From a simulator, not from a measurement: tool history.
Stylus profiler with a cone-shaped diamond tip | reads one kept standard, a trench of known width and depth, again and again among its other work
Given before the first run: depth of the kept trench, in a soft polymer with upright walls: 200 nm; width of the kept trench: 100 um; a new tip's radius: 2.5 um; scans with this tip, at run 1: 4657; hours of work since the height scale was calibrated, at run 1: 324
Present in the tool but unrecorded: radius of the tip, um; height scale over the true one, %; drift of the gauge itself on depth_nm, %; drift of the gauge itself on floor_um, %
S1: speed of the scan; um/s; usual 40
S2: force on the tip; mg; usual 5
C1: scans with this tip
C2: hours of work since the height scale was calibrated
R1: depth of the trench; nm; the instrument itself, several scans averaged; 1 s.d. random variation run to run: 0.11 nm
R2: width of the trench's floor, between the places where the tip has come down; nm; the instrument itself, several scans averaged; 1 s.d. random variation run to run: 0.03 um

Run 1, hour 0: usual settings; C1 4657; C2 324. Result: R1 201.67 nm, R2 97710 nm.
Run 2, hour 42.7: usual settings but S1 30 um/s; C1 5035; C2 351. Result: R1 201.82 nm, R2 97750 nm.
Run 3, hour 78.5: usual settings; C1 5351; C2 373. Result: R1 201.61 nm, R2 97710 nm.
Run 4, hour 105: usual settings but S2 3.65 mg; C1 5586; C2 389. Result: R1 201.14 nm, R2 97660 nm.
Run 5, hour 135.2: usual settings but S2 3.65 mg; C1 5853; C2 407. Result: R1 201.34 nm, R2 97660 nm.
Run 6, hour 163.1: usual settings but S2 3.65 mg; C1 6099; C2 425. Result: R1 201.2 nm, R2 97630 nm.
Run 7, hour 206.6: usual settings but S2 3.65 mg; C1 6484; C2 451. Result: R1 201.27 nm, R2 97560 nm.
Run 8, hour 250.1: usual settings but S2 14.98 mg; C1 6868; C2 478. Result: R1 203.58 nm, R2 97630 nm.
Run 9, hour 270.8: usual settings but S2 14.98 mg; C1 7051; C2 491. Result: R1 203.7 nm, R2 97590 nm.
Run 10, hour 293.5: usual settings; C1 7252; C2 505. Result: R1 201.63 nm, R2 97580 nm.
Run 11, hour 333.3: usual settings; C1 7604; C2 529. Result: R1 201.6 nm, R2 97500 nm.
Run 12, hour 366.8: usual settings but S2 2.32 mg; C1 7901; C2 550. Result: R1 200.87 nm, R2 97430 nm.
Run 13, hour 406.5: usual settings but S2 2.32 mg; C1 8251; C2 574. Result: R1 200.83 nm, R2 97520 nm.
Run 14, hour 425.6: usual settings but S2 2.32 mg; C1 8420; C2 586. Result: R1 200.67 nm, R2 97430 nm.
Run 15, hour 447.9: usual settings but S2 2.32 mg; C1 8618; C2 600. Result: R1 200.87 nm, R2 97480 nm.
Run 16, hour 477.9: usual settings but S1 53 um/s; C1 8883; C2 618. Result: R1 201.52 nm, R2 97460 nm.
Run 17, hour 516.6: usual settings but S1 72 um/s; C1 9225; C2 642. Result: R1 201.27 nm, R2 97390 nm.
Run 18, hour 538: usual settings; C1 9414; C2 655. Result: R1 201.59 nm, R2 97450 nm.
Run 19, hour 563.4: usual settings; C1 9638; C2 671. Result: R1 201.27 nm, R2 97500 nm.
Run 20, hour 587: usual settings; C1 9847; C2 686. Result: R1 201.43 nm, R2 97440 nm.
Run 21, hour 626: usual settings; C1 10192; C2 710. Result: R1 201.38 nm, R2 97480 nm.
Run 22, hour 659.7: usual settings but S1 11 um/s; C1 10490; C2 730. Result: R1 201.45 nm, R2 97480 nm.
Run 23, hour 678.5: usual settings but S1 18 um/s, S2 10.03 mg; C1 10656; C2 742. Result: R1 202.7 nm, R2 97440 nm.
Run 24, hour 719.8: usual settings but S1 10 um/s, S2 12.59 mg; C1 11021; C2 767. Result: R1 202.96 nm, R2 97450 nm.
Run 25, hour 747.1: usual settings but S1 99 um/s, S2 4.74 mg; C1 11263; C2 784. Result: R1 201.36 nm, R2 97260 nm.
Run 26, hour 776.5: usual settings but S2 4.74 mg; C1 11522; C2 802. Result: R1 201.46 nm, R2 97290 nm.
Run 27, hour 818.9: usual settings but S1 69 um/s, S2 3.5 mg; C1 11897; C2 828. Result: R1 201.05 nm, R2 97220 nm.
Run 28, hour 843.3: usual settings but S1 108 um/s, S2 12.92 mg; C1 12113; C2 843. Result: R1 203.27 nm, R2 97270 nm.
Run 29, hour 872.1: usual settings but S1 108 um/s, S2 12.92 mg; C1 12368; C2 861. Result: R1 203.23 nm, R2 97230 nm.
Run 30, hour 906.4: usual settings but S1 41 um/s, S2 5.93 mg; C1 12671; C2 882. Result: R1 201.69 nm, R2 97340 nm.
Run 31, hour 950.7: usual settings but S1 41 um/s, S2 5.93 mg; C1 13063; C2 909. Result: R1 201.72 nm, R2 97270 nm.
Run 32, hour 986.4: usual settings but S1 41 um/s, S2 5.93 mg; C1 13378; C2 931. Result: R1 201.65 nm, R2 97250 nm.
Run 33, hour 1011.9: usual settings but S1 13 um/s, S2 13.39 mg; C1 13604; C2 947. Result: R1 203.35 nm, R2 97280 nm.
Run 34, hour 1039.3: usual settings but S1 13 um/s, S2 13.39 mg; C1 13846; C2 964. Result: R1 202.94 nm, R2 97320 nm.
Run 35, hour 1070.5: usual settings but S1 66 um/s, S2 4.44 mg; C1 14122; C2 983. Result: R1 201.11 nm, R2 97210 nm.
Run 36, hour 1100.8: usual settings but S1 158 um/s, S2 5.9 mg; C1 14390; C2 1002. Result: R1 201.46 nm, R2 96970 nm.
Run 37, hour 1141.4: usual settings but S1 158 um/s, S2 4.66 mg; C1 14749; C2 1027. Result: R1 201.21 nm, R2 96930 nm.
Run 38, hour 1170.5: usual settings but S1 16 um/s, S2 5.74 mg; C1 15006; C2 1045. Result: R1 201.34 nm, R2 97220 nm.
Run 39, hour 1199.7: usual settings but S1 20 um/s, S2 5.31 mg; C1 15264; C2 1063. Result: R1 201.38 nm, R2 97160 nm.
Run 40, hour 1235.7: usual settings but S1 20 um/s, S2 5.31 mg; C1 15583; C2 1085. Result: R1 201.46 nm, R2 97150 nm.
Run 41, hour 1278.2: usual settings but S1 71 um/s, S2 2.46 mg; C1 15959; C2 1111. Result: R1 200.61 nm, R2 97090 nm.
Run 42, hour 1318: usual settings but S1 39 um/s, S2 3.76 mg; C1 16310; C2 1135. Result: R1 200.99 nm, R2 97110 nm.
Run 43, hour 1358.5: usual settings but S1 39 um/s, S2 3.76 mg; C1 16669; C2 1160. Result: R1 201 nm, R2 97150 nm.

How would selected steps in R1 from run to run divide? Give the signed amount a tool lacking its hidden state would still show from settings, what came in and random variation, and the signed amount left for the hidden state, including any gauge scatter that is not in both of the compared results.
Run 6 -> 7: no setting changed, nothing entered. R1 +0.07 nm: hidden state -0.02, all else +0.09.
Run 7 -> 8: S2 3.65 -> 14.98. R1 +2.31 nm: hidden state -0.02, all else +2.33.
Run 9 -> 10: S2 14.98 -> 5. R1 -2.07 nm: hidden state -0.01, all else -2.06.
Run 12 -> 13: no setting changed, nothing entered. R1 -0.04 nm: hidden state -0.02, all else -0.02.
Run 27 -> 28: S1 69 -> 108, S2 3.5 -> 12.92. R1 +2.22 nm: hidden state -0.01, all else +2.23.

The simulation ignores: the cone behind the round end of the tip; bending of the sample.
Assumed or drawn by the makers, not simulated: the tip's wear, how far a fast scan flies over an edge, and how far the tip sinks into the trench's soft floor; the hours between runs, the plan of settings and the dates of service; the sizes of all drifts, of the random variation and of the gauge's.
